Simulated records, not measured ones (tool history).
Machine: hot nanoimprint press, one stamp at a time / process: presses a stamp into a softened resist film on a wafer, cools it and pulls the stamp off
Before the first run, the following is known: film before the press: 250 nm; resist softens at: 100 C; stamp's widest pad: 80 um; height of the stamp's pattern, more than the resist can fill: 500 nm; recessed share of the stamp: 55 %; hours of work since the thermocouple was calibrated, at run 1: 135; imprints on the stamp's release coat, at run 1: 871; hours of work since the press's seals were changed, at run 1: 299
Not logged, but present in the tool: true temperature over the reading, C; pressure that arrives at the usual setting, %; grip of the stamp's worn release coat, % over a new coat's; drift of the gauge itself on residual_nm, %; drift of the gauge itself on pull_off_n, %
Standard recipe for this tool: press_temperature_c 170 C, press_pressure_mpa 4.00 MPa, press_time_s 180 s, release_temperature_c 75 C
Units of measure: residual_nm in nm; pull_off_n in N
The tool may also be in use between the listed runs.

| run | hour | press_temperature_c | press_pressure_mpa | press_time_s | release_temperature_c | hours of work since the thermocouple was calibrated | imprints on the stamp's release coat | hours of work since the press's seals were changed | residual_nm | pull_off_n |
|---|---|---|---|---|---|---|---|---|---|---|
| 1 | 0.0 | 170 | 4.00 | 180 | 75 | 135 | 871 | 299 | 108.3 | 204 |
| 2 | 13.7 | 160 | 4.00 | 180 | 75 | 142 | 917 | 306 | 147.6 | 213 |
| 3 | 33.5 | 170 | 4.00 | 180 | 70 | 152 | 983 | 316 | 107.9 | 229 |
| 4 | 50.5 | 170 | 4.00 | 180 | 70 | 161 | 1039 | 325 | 108.0 | 232 |
| 5 | 62.6 | 170 | 4.00 | 180 | 70 | 167 | 1079 | 331 | 108.3 | 234 |
| 6 | 78.4 | 170 | 4.00 | 180 | 70 | 175 | 1132 | 339 | 108.6 | 240 |
|  | 83.6 | plate thermocouple calibrated |
| 7 | 106.4 | 170 | 2.56 | 180 | 70 | 12 | 1215 | 352 | 129.6 | 242 |
| 8 | 119.0 | 170 | 2.56 | 180 | 70 | 18 | 1257 | 359 | 129.1 | 245 |
| 9 | 139.4 | 170 | 2.56 | 180 | 70 | 29 | 1325 | 369 | 129.2 | 249 |
|  | 152.4 | plate thermocouple calibrated, once more |
| 10 | 162.1 | 170 | 2.56 | 180 | 70 | 5 | 1391 | 379 | 133.8 | 259 |
| 11 | 179.0 | 170 | 2.61 | 262 | 75 | 14 | 1447 | 388 | 115.8 | 241 |
| 12 | 191.2 | 170 | 2.61 | 262 | 75 | 20 | 1488 | 394 | 115.9 | 237 |
| 13 | 217.1 | 170 | 3.28 | 155 | 75 | 33 | 1574 | 408 | 127.0 | 246 |
| 14 | 240.7 | 170 | 3.28 | 155 | 75 | 45 | 1653 | 420 | 127.1 | 244 |

What differs in the tool's unlogged condition from the final listed run ahead of each entry between runs to the first listed run following it?
From run 6 to run 7: plate thermocouple calibrated (hour 83.6)
  true temperature over the reading, C: 0.6 -> 0.9; pressure that arrives at the usual setting, %: 99.55 -> 99.51; grip of the stamp's worn release coat, % over a new coat's: 32.5 -> 35.1
  measured minus no-state result, residual_nm: -1.8 -> -3.2 nm; pull_off_n: +57 -> +59 N
From run 9 to run 10: plate thermocouple calibrated, once more (hour 152.4)
  true temperature over the reading, C: 0.99 -> -0.22; pressure that arrives at the usual setting, %: 99.47 -> 99.44; grip of the stamp's worn release coat, % over a new coat's: 38.5 -> 40.5
  measured minus no-state result, residual_nm: -3.5 -> +1.1 nm; pull_off_n: +66 -> +76 N

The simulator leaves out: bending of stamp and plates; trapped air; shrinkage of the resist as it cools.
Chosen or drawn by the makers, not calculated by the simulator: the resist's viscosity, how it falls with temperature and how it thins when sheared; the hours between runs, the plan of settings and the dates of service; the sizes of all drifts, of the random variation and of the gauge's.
